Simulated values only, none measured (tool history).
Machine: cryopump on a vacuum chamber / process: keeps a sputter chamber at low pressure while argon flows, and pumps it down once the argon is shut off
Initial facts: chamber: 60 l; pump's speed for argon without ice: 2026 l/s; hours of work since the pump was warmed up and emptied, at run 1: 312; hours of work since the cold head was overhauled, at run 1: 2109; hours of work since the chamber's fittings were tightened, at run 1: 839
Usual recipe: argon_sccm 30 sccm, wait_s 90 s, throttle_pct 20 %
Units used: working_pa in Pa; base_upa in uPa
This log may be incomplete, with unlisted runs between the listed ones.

run	hour	argon_sccm	wait_s	throttle_pct	hours of work since the pump was warmed up and emptied	hours of work since the cold head was overhauled	hours of work since the chamber's fittings were tightened	working_pa	base_upa
1	0	30	90	20	312	2109	839	0.1353	2.05
# hour 26.6: pump warmed up, emptied and cooled again
2	85.6	30	90	20	39	2161	892	0.1282	1.74
3	152.4	30	90	20	82	2205	935	0.1284	1.85
4	196.7	26	90	20	111	2234	964	0.1109	1.93
5	258.1	26	90	20	151	2274	1004	0.1116	2.12
6	325.2	26	90	20	195	2318	1048	0.1132	2.18
# hour 390.9: leaking fittings of the chamber tightened, without venting
7	402.4	26	90	20	244	2367	8	0.1152	0.43
8	451	26	90	20	276	2399	39	0.1175	0.47
9	514.2	26	90	20	317	2440	81	0.1189	0.58
# hour 535.8: pump warmed up, emptied and cooled again
10	576.7	14	90	59	27	2478	118	0.0214	0.55
11	637.7	14	90	59	67	2518	158	0.0209	0.57
12	706.6	25	102	20	112	2563	203	0.1074	0.65
13	761.4	51	102	20	147	2599	239	0.2228	0.76
14	826.1	28	251	15	190	2641	281	0.1613	0.73
15	866.6	22	251	48	216	2667	308	0.0447	0.8
16	930.9	22	251	48	258	2709	350	0.046	0.9
17	974.6	36	228	52	287	2738	378	0.0711	1
# hour 1041.1: pump warmed up, emptied and cooled again
18	1058.7	26	157	45	12	2790	430	0.0496	0.87

Branching from run 18: 3 alternative next runs. What would each branch give?
A	1143.9	30	90	54	67	2845	486	?	?
B	1143.9	26	157	19	67	2845	486	?	?
C	1143.9	13	49	19	67	2845	486	?	?

run	working_pa	base_upa
A	0.0485	1.1
B	0.1171	0.99
C	0.0585	1.25
The same runs, with their run-to-run variation unchanged, on a tool lacking any hidden condition would have given:
run	working_pa	base_upa
A	0.0457	0.36
B	0.1147	0.26
C	0.0573	0.5

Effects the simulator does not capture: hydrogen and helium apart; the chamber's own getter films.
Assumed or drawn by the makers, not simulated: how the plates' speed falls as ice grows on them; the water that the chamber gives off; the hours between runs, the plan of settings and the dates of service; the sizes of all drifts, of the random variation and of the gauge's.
